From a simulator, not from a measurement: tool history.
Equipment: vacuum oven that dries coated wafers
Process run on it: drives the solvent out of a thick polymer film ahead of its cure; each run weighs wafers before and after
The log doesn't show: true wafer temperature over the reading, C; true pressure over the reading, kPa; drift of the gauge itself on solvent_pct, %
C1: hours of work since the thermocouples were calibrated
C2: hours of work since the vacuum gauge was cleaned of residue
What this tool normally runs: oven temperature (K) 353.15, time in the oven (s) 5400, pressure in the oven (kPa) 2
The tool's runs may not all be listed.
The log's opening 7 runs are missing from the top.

{"run": 8, "day": 3.188, "oven temperature (K)": 353.15, "time in the oven (s)": 5400, "pressure in the oven (kPa)": 3.22, "C1": 447, "C2": 223, "solvent left in the film (%)": 4.57}
{"run": 9, "day": 3.658, "oven temperature (K)": 353.15, "time in the oven (s)": 5400, "pressure in the oven (kPa)": 2, "C1": 456, "C2": 232, "solvent left in the film (%)": 3.78}
{"run": 10, "day": 3.925, "oven temperature (K)": 353.15, "time in the oven (s)": 5400, "pressure in the oven (kPa)": 2, "C1": 461, "C2": 237, "solvent left in the film (%)": 3.79}
{"run": 11, "day": 4.25, "oven temperature (K)": 353.15, "time in the oven (s)": 5400, "pressure in the oven (kPa)": 2, "C1": 467, "C2": 243, "solvent left in the film (%)": 3.79}
{"run": 12, "day": 4.775, "oven temperature (K)": 353.15, "time in the oven (s)": 3000, "pressure in the oven (kPa)": 2, "C1": 476, "C2": 253, "solvent left in the film (%)": 6.22}
{"run": 13, "day": 5.071, "oven temperature (K)": 353.15, "time in the oven (s)": 3000, "pressure in the oven (kPa)": 2, "C1": 482, "C2": 258, "solvent left in the film (%)": 6.2}
{"run": 14, "day": 5.45, "oven temperature (K)": 353.15, "time in the oven (s)": 3000, "pressure in the oven (kPa)": 2, "C1": 489, "C2": 265, "solvent left in the film (%)": 6.24}
{"run": 15, "day": 5.892, "oven temperature (K)": 353.15, "time in the oven (s)": 3000, "pressure in the oven (kPa)": 2, "C1": 497, "C2": 274, "solvent left in the film (%)": 6.18}
{"run": 16, "day": 6.2, "oven temperature (K)": 353.15, "time in the oven (s)": 3000, "pressure in the oven (kPa)": 2, "C1": 503, "C2": 279, "solvent left in the film (%)": 6.17}
{"run": 17, "day": 6.696, "oven temperature (K)": 353.15, "time in the oven (s)": 3480, "pressure in the oven (kPa)": 2, "C1": 512, "C2": 288, "solvent left in the film (%)": 5.54}
{"run": 18, "day": 7.112, "oven temperature (K)": 353.15, "time in the oven (s)": 3480, "pressure in the oven (kPa)": 2, "C1": 520, "C2": 296, "solvent left in the film (%)": 5.57}
{"run": 19, "day": 7.75, "oven temperature (K)": 353.15, "time in the oven (s)": 3960, "pressure in the oven (kPa)": 2, "C1": 532, "C2": 308, "solvent left in the film (%)": 4.98}
{"run": 20, "day": 8.192, "oven temperature (K)": 353.15, "time in the oven (s)": 3960, "pressure in the oven (kPa)": 2, "C1": 540, "C2": 316, "solvent left in the film (%)": 5.02}
{"run": 21, "day": 8.708, "oven temperature (K)": 353.15, "time in the oven (s)": 3960, "pressure in the oven (kPa)": 2, "C1": 549, "C2": 326, "solvent left in the film (%)": 4.93}
{"run": 22, "day": 9.238, "oven temperature (K)": 353.15, "time in the oven (s)": 5400, "pressure in the oven (kPa)": 2.5, "C1": 559, "C2": 335, "solvent left in the film (%)": 4.08}
{"run": 23, "day": 9.746, "oven temperature (K)": 353.15, "time in the oven (s)": 3420, "pressure in the oven (kPa)": 2, "C1": 568, "C2": 345, "solvent left in the film (%)": 5.57}
{"run": 24, "day": 10.029, "oven temperature (K)": 353.15, "time in the oven (s)": 5400, "pressure in the oven (kPa)": 2, "C1": 574, "C2": 350, "solvent left in the film (%)": 3.77}
{"run": 25, "day": 10.458, "oven temperature (K)": 353.15, "time in the oven (s)": 5400, "pressure in the oven (kPa)": 2, "C1": 582, "C2": 358, "solvent left in the film (%)": 3.73}
{"run": 26, "day": 11.125, "oven temperature (K)": 353.15, "time in the oven (s)": 5400, "pressure in the oven (kPa)": 2, "C1": 594, "C2": 370, "solvent left in the film (%)": 3.77}
{"run": 27, "day": 11.538, "oven temperature (K)": 353.15, "time in the oven (s)": 5400, "pressure in the oven (kPa)": 2, "C1": 602, "C2": 378, "solvent left in the film (%)": 3.74}
{"run": 28, "day": 12.188, "oven temperature (K)": 353.15, "time in the oven (s)": 5400, "pressure in the oven (kPa)": 2, "C1": 614, "C2": 390, "solvent left in the film (%)": 3.79}
{"run": 29, "day": 12.792, "oven temperature (K)": 353.15, "time in the oven (s)": 5400, "pressure in the oven (kPa)": 2, "C1": 625, "C2": 401, "solvent left in the film (%)": 3.76}
{"run": 30, "day": 13.417, "oven temperature (K)": 367.15, "time in the oven (s)": 6720, "pressure in the oven (kPa)": 1.97, "C1": 636, "C2": 413, "solvent left in the film (%)": 1.03}

What does the tool deliver on the next run?
{"run": 31, "day": 13.75, "oven temperature (K)": 356.15, "time in the oven (s)": 8820, "pressure in the oven (kPa)": 7.28, "C1": 643, "C2": 419, "solvent left in the film (%)": "?"}

{"run 31": {"solvent left in the film (%)": 5.51}}
Without the tool's hidden state the same run would have given solvent left in the film (%) 5.45.

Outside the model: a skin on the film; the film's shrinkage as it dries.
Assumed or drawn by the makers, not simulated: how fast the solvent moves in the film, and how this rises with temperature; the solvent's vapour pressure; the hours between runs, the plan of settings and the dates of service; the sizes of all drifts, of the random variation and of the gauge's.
